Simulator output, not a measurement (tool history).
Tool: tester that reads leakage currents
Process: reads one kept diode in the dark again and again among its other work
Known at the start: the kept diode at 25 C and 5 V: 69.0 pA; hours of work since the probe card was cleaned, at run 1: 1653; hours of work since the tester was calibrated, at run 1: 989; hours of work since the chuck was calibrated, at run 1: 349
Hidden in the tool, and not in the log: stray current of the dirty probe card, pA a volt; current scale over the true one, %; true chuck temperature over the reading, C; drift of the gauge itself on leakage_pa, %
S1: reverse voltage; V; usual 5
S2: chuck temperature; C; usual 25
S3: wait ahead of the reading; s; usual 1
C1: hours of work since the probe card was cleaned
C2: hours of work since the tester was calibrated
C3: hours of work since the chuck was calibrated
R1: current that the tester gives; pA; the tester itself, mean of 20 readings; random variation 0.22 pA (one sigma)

run    hour    S1  S2    S3    C1    C2    C3      R1
  1       0     5  25     1  1653   989   349   73.78
       88.5  -- probe card cleaned and baked
  2    98.1     5  25  5.61     5  1042   401   71.32
  3   191.3     5  25  5.61    57  1093   453   70.94
  4   249.2     5  38     1    89  1125   485  191.98
  5     320     5  47     1   128  1164   524  359.88
  6   405.3  1.25  25     1   175  1211   571   32.08
  7   522.6     5  25  7.86   239  1276   635   71.64
  8   635.9     5  25  7.86   302  1338   698      72
  9   710.8     5  25  7.86   343  1379   739   72.38
 10     822     5  25  7.86   404  1440   800    72.7
 11     887     5  25  7.86   440  1476   836    72.8
 12   999.6     5  25     1   502  1538   898   74.96
 13  1078.2     5  25     1   545  1582   942    74.7
 14  1176.6     5  25     1   600  1636   996   74.77
 15    1275     5  25     1   654  1690  1050   74.81
 16  1398.2     5  25     1   722  1758  1118    75.4
 17  1518.3     5  25  0.47   788  1824  1184   77.64
 18  1620.2     5  30     1   844  1880  1240  110.68
 19  1686.5     5  25     1   881  1917  1277   75.48
 20  1784.9     5  25  2.83   935  1971  1331   74.86
 21  1841.4     5  58  3.05   966  2002  1362  767.02
 22  1927.4     5  58  3.05  1013  2050  1410  768.25
 23    1996  4.17  45     1  1051  2088  1447  292.17
 24    2117  1.16  25     1  1118  2154  1514   31.98
 25  2196.5  4.59  26  1.15  1162  2198  1558   78.38
 26  2253.1  4.59  26  1.15  1193  2229  1589   78.94
 27    2347     5  21  1.24  1245  2281  1641   56.44
 28  2404.1     5  26  3.78  1276  2312  1672   82.06
 29  2480.3     5  26  3.78  1318  2354  1714   82.27
 30  2544.8     5  34  0.51  1354  2390  1750  153.32
 31  2663.1     5  33     1  1419  2455  1815  140.73
 32  2742.6  3.82  51  1.82  1463  2499  1859  421.24
 33  2806.2  3.82  51  1.82  1498  2534  1894  421.78
 34  2877.1  3.82  51  1.82  1537  2573  1933  424.73
 35  2968.9  3.82  51  1.82  1588  2624  1984  421.05
 36  3078.6  1.37  49     1  1648  2684  2044  203.56
 37  3161.7   1.6  31  6.77  1694  2730  2090   61.97
     3179.5  -- probe card cleaned and baked
 38  3219.5   1.6  51  2.58    22  2760  2120  254.32
 39  3339.3  4.06  28  3.48    88  2826  2186   85.25

Some steps in R1 between neighbouring runs. How much of each would the tool show without its hidden state too (settings, what came in, random variation), and how much is left for the hidden state, with any gauge scatter that isn't in both results?
Run 5 -> 6: S1 5 -> 1.25, S2 47 -> 25. R1 -327.8 pA: hidden state -8.19, all else -319.61.
Run 20 -> 21: S2 25 -> 58, S3 2.83 -> 3.05. R1 +692.16 pA: hidden state +32.96, all else +659.2.
Run 22 -> 23: S1 5 -> 4.17, S2 58 -> 45, S3 3.05 -> 1. R1 -476.08 pA: hidden state -22.36, all else -453.72.
Run 31 -> 32: S1 5 -> 3.82, S2 33 -> 51, S3 1 -> 1.82. R1 +280.51 pA: hidden state +17.38, all else +263.13.
